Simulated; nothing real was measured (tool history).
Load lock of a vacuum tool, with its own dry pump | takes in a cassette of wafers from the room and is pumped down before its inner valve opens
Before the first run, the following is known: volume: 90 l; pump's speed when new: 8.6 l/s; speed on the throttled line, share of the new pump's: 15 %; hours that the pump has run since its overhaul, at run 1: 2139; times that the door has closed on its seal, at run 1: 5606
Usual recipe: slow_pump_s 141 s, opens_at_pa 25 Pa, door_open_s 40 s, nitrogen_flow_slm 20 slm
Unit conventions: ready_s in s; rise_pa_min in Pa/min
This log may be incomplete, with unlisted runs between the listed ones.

run      day  slow_pump_s  opens_at_pa  door_open_s  nitrogen_flow_slm  hours that the pump has run since its overhaul  times that the door has closed on its seal  incoming humidity of the room's air, %  ready_s  rise_pa_min
  1    0.000          141           25           40                 20                                            2139                                        5606                                    43.5    206.4        0.034
  2    6.879          141           25           40                 20                                            2304                                        6372                                    45.6    207.0        0.042
  3   16.979          141           25           40                 20                                            2546                                        7497                                    45.9    207.9        0.044
  4   24.158          141           49           40                 20                                            2719                                        8296                                    46.2    201.9        0.042
  5   32.775          141           49           40                 20                                            2925                                        9255                                    45.0    201.4        0.044
  6   40.829          141           49           40                 20                                            3119                                       10152                                    44.2    201.0        0.043
  7   47.142          162           49           40                 20                                            3270                                       10855                                    45.0    218.6        0.054
  8   60.417          141           25           36                 20                                            3589                                       12333                                    44.4    213.2        0.050
  9   66.679          215           25           40                 20                                            3739                                       13031                                    44.8    271.2        0.054
 10   80.050          141           50           40                 20                                            4060                                       14520                                    45.6    202.8        0.065
 11   93.004          141           50           40                 20                                            4371                                       15962                                    44.3    204.3        0.060
 12   99.133          141           50           40                 20                                            4518                                       16645                                    43.3    203.6        0.062
 13  109.033          141           25           40                 20                                            4756                                       17747                                    46.5    211.4        0.064
 14  119.683          141           25           40                 11                                            5011                                       18933                                    43.2    212.2        0.071
 15  127.604          141           25           40                 20                                            5201                                       19815                                    42.8    213.5        0.075
 16  133.554          272           25           40                 20                                            5344                                       20477                                    47.0    321.5        0.081
 17  145.112          272           25           40                 20                                            5621                                       21764                                    40.5    323.5        0.080
 18  157.062          249           25           40                 20                                            5908                                       23095                                    44.9    300.8        0.089
 19  167.308          249           25           40                 20                                            6154                                       24236                                    42.9    301.1        0.096
 20  175.833          249           25           40                 20                                            6359                                       25185                                    47.0    302.6        0.096
 21  186.208          249           25           40                 20                                            6608                                       26341                                    43.9    305.5        0.102
 22  195.283          249           21           40                 20                                            6826                                       27351                                    43.9    306.4        0.108
 23  201.967           84           45           28                 10                                            6986                                       28096                                    43.2    160.1        0.099
 24  213.846          133           26           57                 39                                            7271                                       29418                                    44.0    207.3        0.106
 25  223.688          141           46           40                 21                                            7507                                       30514                                    46.9    210.0        0.114
 26  237.858          141           46           40                 21                                            7847                                       32092                                    44.5    211.5        0.122
 27  244.950          141           46           40                 21                                            8018                                       32882                                    44.7    209.8        0.124
 28  255.392           79           25           40                 20                                            8268                                       34045                                    43.8    166.3        0.128
 29  269.033          141           25           62                  6                                            8596                                       35564                                    45.1    217.9        0.159
 30  275.904          114           25           40                 22                                            8760                                       36329                                    46.0    196.0        0.134
 31  282.038          114           25           40                 22                                            8908                                       37012                                    43.6    196.6        0.144
 32  295.308           90           25           40                 20                                            9226                                       38489                                    44.7    176.4        0.155
 33  303.750           90           25           40                 20                                            9429                                       39430                                    43.9    177.7        0.161
     312.538  -- dry pump taken out, an overhauled one fitted
 34  312.538           73           22           56                 41                                               0                                       40380                                    45.5    149.5        0.166
 35  320.821          211           23           82                 10                                             199                                       41302                                    43.4    265.4        0.192
 36  328.104          184           25           80                 21                                             374                                       42114                                    48.8    241.4        0.190
 37  334.300          105           25           58                  6                                             522                                       42804                                    46.2    176.5        0.198
 38  340.721          105           25           58                  6                                             676                                       43519                                    40.2    178.7        0.202

What differs in the tool's unlogged condition from the final listed run ahead of each entry between runs to the first listed run following it?
In the gap between runs 33 and 34: dry pump taken out, an overhauled one fitted (day 312.538)
  pump's speed, % of a new pump's: 83.3 -> 100.4; leak at the door's seal, Pa l/s: 0.1988 -> 0.2075
  measured minus no-state result, ready_s: +14.9 -> -0.3 s; rise_pa_min: +0.131 -> +0.137 Pa/min
